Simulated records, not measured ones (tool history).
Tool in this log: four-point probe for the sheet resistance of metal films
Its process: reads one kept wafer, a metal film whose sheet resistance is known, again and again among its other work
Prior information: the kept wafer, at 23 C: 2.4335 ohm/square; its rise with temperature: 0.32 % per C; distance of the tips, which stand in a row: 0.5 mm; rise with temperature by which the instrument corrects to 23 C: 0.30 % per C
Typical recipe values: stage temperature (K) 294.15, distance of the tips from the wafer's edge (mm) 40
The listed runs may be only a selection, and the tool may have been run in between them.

run,hour,stage temperature (K),distance of the tips from the wafer's edge (mm),sheet resistance as the instrument gives it (ohm/square)
1,0.0,294.15,40,2.441643
2,11.9,294.15,40,2.441630
3,31.5,294.15,8,2.446789
4,56.0,294.15,8,2.446825
5,74.4,294.15,8,2.446554
6,84.5,294.15,8,2.446315
7,98.1,294.15,8,2.447124
8,113.0,294.15,8,2.446965
9,124.9,294.15,8,2.448214
10,148.0,294.15,8,2.446793
11,166.1,294.15,16,2.443060
12,181.0,294.15,16,2.443268
13,205.6,304.15,40,2.445003
14,226.1,300.15,40,2.444805
15,237.7,300.15,40,2.444383
16,258.9,297.15,40,2.443639
17,277.9,297.15,40,2.443205
18,294.2,297.15,40,2.444172
19,309.7,297.15,40,2.443706
20,332.4,294.15,40,2.443598
21,350.9,294.15,40,2.443075
22,367.2,294.15,40,2.442946
# hour 383.5: stage's thermometer calibrated
23,392.8,297.15,16,2.440767
24,411.6,294.15,33,2.438882
25,423.6,294.15,16,2.440402
26,440.0,302.15,40,2.440981
27,463.7,302.15,40,2.442254
28,483.7,302.15,40,2.441829
29,505.4,301.15,40,2.441435
30,521.0,301.15,40,2.441479
31,542.0,301.15,40,2.441307
32,555.6,301.15,40,2.441800
33,576.3,295.15,8,2.444555
34,593.4,294.15,35,2.440780
35,606.0,294.15,14,2.441283
36,630.2,298.15,19,2.442875
37,654.1,293.15,57,2.440374
38,668.5,294.15,5,2.453251
39,685.6,294.15,5,2.453017
40,708.6,305.15,60,2.444126
41,723.1,298.15,25,2.442194
42,733.4,308.15,71,2.444303
43,751.5,293.15,5,2.453389

Table of differences, measured result less the result of that run with no hidden state. Run-to-run variation is the same in both. Gauge scatter possibly is not:
What the log doesn't record here: inner tips' distance over the nominal, %; tips' flats over new ones', %; wafer's true temperature over the reading, C; drift of the gauge itself on sheet_ohm, %.
run,sheet resistance as the instrument gives it (ohm/square)
1,+0.008683
2,+0.008725
3,+0.008815
4,+0.008906
5,+0.008977
6,+0.009018
7,+0.009074
8,+0.009127
9,+0.009176
10,+0.009261
11,+0.009317
12,+0.009377
13,+0.009378
14,+0.009492
15,+0.009534
16,+0.009638
17,+0.009716
18,+0.009786
19,+0.009836
20,+0.009953
21,+0.010029
22,+0.010086
23,+0.006040
24,+0.006097
25,+0.006144
26,+0.006234
27,+0.006326
28,+0.006399
29,+0.006477
30,+0.006533
31,+0.006611
32,+0.006664
33,+0.006741
34,+0.006800
35,+0.006848
36,+0.006952
37,+0.007034
38,+0.007122
39,+0.007186
40,+0.007270
41,+0.007311
42,+0.007370
43,+0.007442
